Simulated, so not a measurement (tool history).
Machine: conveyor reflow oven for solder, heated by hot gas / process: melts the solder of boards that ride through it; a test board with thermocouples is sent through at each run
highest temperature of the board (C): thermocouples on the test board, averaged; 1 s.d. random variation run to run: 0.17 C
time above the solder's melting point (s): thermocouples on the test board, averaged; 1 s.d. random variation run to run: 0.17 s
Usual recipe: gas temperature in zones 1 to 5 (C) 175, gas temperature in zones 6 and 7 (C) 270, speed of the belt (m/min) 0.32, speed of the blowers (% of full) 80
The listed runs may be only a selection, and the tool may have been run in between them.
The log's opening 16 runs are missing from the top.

run	day	gas temperature in zones 1 to 5 (C)	gas temperature in zones 6 and 7 (C)	speed of the belt (m/min)	speed of the blowers (% of full)	hours of work since the flux was cleaned out	hours of work since the belt drive was overhauled	hours of work since the thermocouples were changed	highest temperature of the board (C)	time above the solder's melting point (s)
17	27.242	176	263	0.283	88	189	766	210	256.6	108.1
# day 28.054: flux residue cleaned out of gas plates and filters
18	29.075	169	263	0.283	88	13	787	231	256.6	105
19	30.133	186	270	0.32	73	27	801	245	260.9	102.2
20	31.946	175	270	0.328	89	50	824	268	260.7	94.9
21	33.329	175	260	0.328	54	68	842	286	245.9	77.7
22	35.346	175	270	0.278	83	94	867	311	263	114.8
23	37.296	175	274	0.28	83	119	892	336	266.6	116.8
24	38.308	175	274	0.28	83	132	905	349	266.5	116.4
25	39.95	175	274	0.28	83	153	927	371	266.5	116.5
26	41.162	175	274	0.28	83	168	942	386	266.7	116.4
27	42.129	187	274	0.353	90	181	954	398	263.6	94.9
# day 43.525: flux residue cleaned out of gas plates and filters
28	44.229	168	270	0.32	68	9	979	423	257.5	90.5
29	46.442	168	270	0.262	86	37	1007	451	263.8	120.9
30	47.775	175	270	0.29	57	55	1024	468	258.6	105.3

What if the next run were any one of these 5? Each begins from the tool's condition after run 30:
A	49.496	175	284	0.26	70	77	1046	490	?	?
B	49.496	175	270	0.32	80	77	1046	490	?	?
C	49.496	176	270	0.373	69	77	1046	490	?	?
D	49.496	175	270	0.29	75	77	1046	490	?	?
E	49.496	185	259	0.346	57	77	1046	490	?	?

run	highest temperature of the board (C)	time above the solder's melting point (s)
A	276.4	132.7
B	259.6	97
C	253.9	76.8
D	261.2	108.3
E	245.8	79.3
With the hidden condition removed and each run's random variation left untouched, the same runs would have given:
run	highest temperature of the board (C)	time above the solder's melting point (s)
A	277.5	130
B	260.7	95.2
C	254.7	75.5
D	262.2	106.3
E	246.6	78

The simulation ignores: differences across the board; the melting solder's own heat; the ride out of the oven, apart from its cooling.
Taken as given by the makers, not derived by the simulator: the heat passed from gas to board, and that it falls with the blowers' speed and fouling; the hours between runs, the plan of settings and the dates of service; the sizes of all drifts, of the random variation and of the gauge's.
